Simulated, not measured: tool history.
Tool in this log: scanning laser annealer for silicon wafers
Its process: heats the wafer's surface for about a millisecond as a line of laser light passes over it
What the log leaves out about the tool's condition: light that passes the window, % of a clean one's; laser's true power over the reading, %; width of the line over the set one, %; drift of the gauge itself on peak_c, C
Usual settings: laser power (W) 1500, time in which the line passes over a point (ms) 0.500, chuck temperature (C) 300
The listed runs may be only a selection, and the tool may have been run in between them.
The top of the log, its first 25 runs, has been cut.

run,hour,laser power (W),time in which the line passes over a point (ms),chuck temperature (C),hours of work since the window was cleaned,hours of work since the power meter was calibrated,hours of work since the optics were aligned,highest temperature of the surface (C)
26,1580.6,1488,0.507,332,114,181,77,1038
27,1632.2,1425,0.500,300,139,207,102,964
28,1688.9,1425,0.500,293,167,235,130,960
29,1758.4,1303,0.500,274,201,269,164,872
30,1841.9,1598,0.578,300,242,310,205,1118
31,1924.4,1548,0.500,283,283,350,245,1007
32,1971.1,1421,0.382,322,306,373,268,885
33,2010.7,1421,0.382,334,325,392,288,897
34,2077.0,1500,0.500,339,358,425,320,1033
35,2125.3,1488,0.365,271,381,449,344,846
36,2189.6,1488,0.365,271,413,480,375,844
37,2259.6,1488,0.365,271,447,515,410,845
38,2297.9,1536,0.412,294,466,533,429,933

Below are 4 alternative next runs, each starting from the tool's condition after run 38. Predict each:
A,2347.2,1507,0.500,330,490,558,453,?
B,2347.2,1397,0.372,294,490,558,453,?
C,2347.2,1317,0.412,294,490,558,453,?
D,2347.2,1536,0.437,298,490,558,453,?

run,highest temperature of the surface (C)
A,1024
B,832
C,827
D,955
Without the tool's unlogged condition, the same runs would have read:
run,highest temperature of the surface (C)
A,1052
B,854
C,849
D,981

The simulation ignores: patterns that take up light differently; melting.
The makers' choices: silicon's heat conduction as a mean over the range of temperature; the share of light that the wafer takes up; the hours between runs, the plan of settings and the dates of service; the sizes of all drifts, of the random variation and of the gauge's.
